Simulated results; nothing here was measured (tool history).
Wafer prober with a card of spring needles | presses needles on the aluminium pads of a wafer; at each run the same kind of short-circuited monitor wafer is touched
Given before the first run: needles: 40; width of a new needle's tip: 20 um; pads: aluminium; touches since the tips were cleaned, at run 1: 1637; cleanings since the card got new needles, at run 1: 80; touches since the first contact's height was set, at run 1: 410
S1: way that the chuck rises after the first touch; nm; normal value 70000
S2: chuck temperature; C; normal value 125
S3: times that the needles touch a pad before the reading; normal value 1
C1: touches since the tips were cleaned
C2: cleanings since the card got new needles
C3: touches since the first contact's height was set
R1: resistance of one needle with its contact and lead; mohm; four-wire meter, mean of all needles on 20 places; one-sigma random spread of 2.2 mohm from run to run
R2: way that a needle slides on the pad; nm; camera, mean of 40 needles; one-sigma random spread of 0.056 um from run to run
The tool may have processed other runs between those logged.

| run | day | S1 | S2 | S3 | C1 | C2 | C3 | R1 | R2 |
|---|---|---|---|---|---|---|---|---|---|
| 1 | 0 | 70000 | 125 | 1 | 1637 | 80 | 410 | 277 | 12940 |
|  | 0.483 | tips cleaned on abrasive film |
|  | 1.125 | tips cleaned on abrasive film |
| 2 | 1.317 | 70000 | 125 | 1 | 1544 | 82 | 10772 | 278 | 12870 |
|  | 1.762 | tips cleaned on abrasive film |
|  | 2.388 | tips cleaned on abrasive film |
| 3 | 2.579 | 70000 | 125 | 1 | 1520 | 84 | 20683 | 282 | 12860 |
|  | 3.117 | tips cleaned on abrasive film |
| 4 | 3.467 | 63000 | 125 | 1 | 2761 | 85 | 27673 | 316 | 11540 |
|  | 3.767 | tips cleaned on abrasive film |
| 5 | 4.292 | 70000 | 125 | 1 | 4178 | 86 | 34176 | 306 | 12870 |
|  | 4.433 | tips cleaned on abrasive film |
| 6 | 4.946 | 70000 | 125 | 1 | 4039 | 87 | 39302 | 306 | 12740 |
|  | 5.088 | tips cleaned on abrasive film |
|  | 5.812 | tips cleaned on abrasive film |
| 7 | 6.129 | 70000 | 125 | 1 | 2516 | 89 | 48606 | 297 | 12660 |
|  | 6.458 | tips cleaned on abrasive film |
|  | 7.146 | tips cleaned on abrasive film |
| 8 | 7.471 | 70000 | 125 | 1 | 2571 | 91 | 59154 | 297 | 12750 |
|  | 7.858 | tips cleaned on abrasive film |
|  | 8.488 | tips cleaned on abrasive film |
| 9 | 8.808 | 70000 | 125 | 3 | 2516 | 93 | 69651 | 260 | 12600 |
|  | 9.196 | tips cleaned on abrasive film |
|  | 9.842 | tips cleaned on abrasive film |
| 10 | 10.162 | 70000 | 125 | 3 | 2546 | 95 | 80304 | 263 | 12650 |
|  | 10.517 | tips cleaned on abrasive film |
|  | 11.179 | tips cleaned on abrasive film |
| 11 | 11.454 | 70000 | 90 | 1 | 2174 | 97 | 90456 | 286 | 12610 |
|  | 11.929 | tips cleaned on abrasive film |
|  | 12.671 | tips cleaned on abrasive film |
| 12 | 12.967 | 56000 | 90 | 1 | 2309 | 99 | 102341 | 323 | 10030 |
|  | 13.342 | tips cleaned on abrasive film |
|  | 14.012 | tips cleaned on abrasive film |
| 13 | 14.133 | 56000 | 90 | 1 | 940 | 101 | 111505 | 283 | 9940 |
|  | 14.654 | tips cleaned on abrasive film |
|  | 15.362 | tips cleaned on abrasive film |
| 14 | 15.362 | 61000 | 125 | 2 | 0 | 103 | 121179 | 249 | 10690 |
|  | 16.062 | tips cleaned on abrasive film |
| 15 | 16.275 | 52000 | 45 | 2 | 1706 | 104 | 128376 | 280 | 9190 |
|  | 16.8 | tips cleaned on abrasive film |
| 16 | 17.3 | 86000 | 48 | 1 | 3979 | 105 | 136452 | 278 | 15410 |
|  | 17.454 | tips cleaned on abrasive film |
|  | 18.171 | tips cleaned on abrasive film |
| 17 | 18.229 | 86000 | 48 | 1 | 476 | 107 | 143732 | 237 | 15320 |
|  | 18.808 | tips cleaned on abrasive film |
| 18 | 19.412 | 70000 | 82 | 2 | 4799 | 108 | 153053 | 287 | 12420 |
|  | 19.521 | tips cleaned on abrasive film |
|  | 20.233 | tips cleaned on abrasive film |
|  | 20.95 | tips cleaned on abrasive film |
| 19 | 20.95 | 70000 | 61 | 1 | 0 | 111 | 165099 | 237 | 12280 |

The same runs without the tool's hidden state, with the same run-to-run variation:
The tool's hidden condition here consists of: debris on the tips, nm; way that the needles fall short of the set height, um; tips' diameter, um; drift of the gauge itself on contact_mohm, %; drift of the gauge itself on scrub_um, %.
| run | R1 | R2 |
|---|---|---|
| 1 | 238 | 12940 |
| 2 | 240 | 12900 |
| 3 | 241 | 12930 |
| 4 | 243 | 11640 |
| 5 | 238 | 12970 |
| 6 | 237 | 12870 |
| 7 | 239 | 12830 |
| 8 | 242 | 12960 |
| 9 | 239 | 12850 |
| 10 | 241 | 12940 |
| 11 | 230 | 12930 |
| 12 | 238 | 10390 |
| 13 | 232 | 10330 |
| 14 | 242 | 11120 |
| 15 | 223 | 9640 |
| 16 | 219 | 15880 |
| 17 | 219 | 15830 |
| 18 | 231 | 12950 |
| 19 | 224 | 12880 |
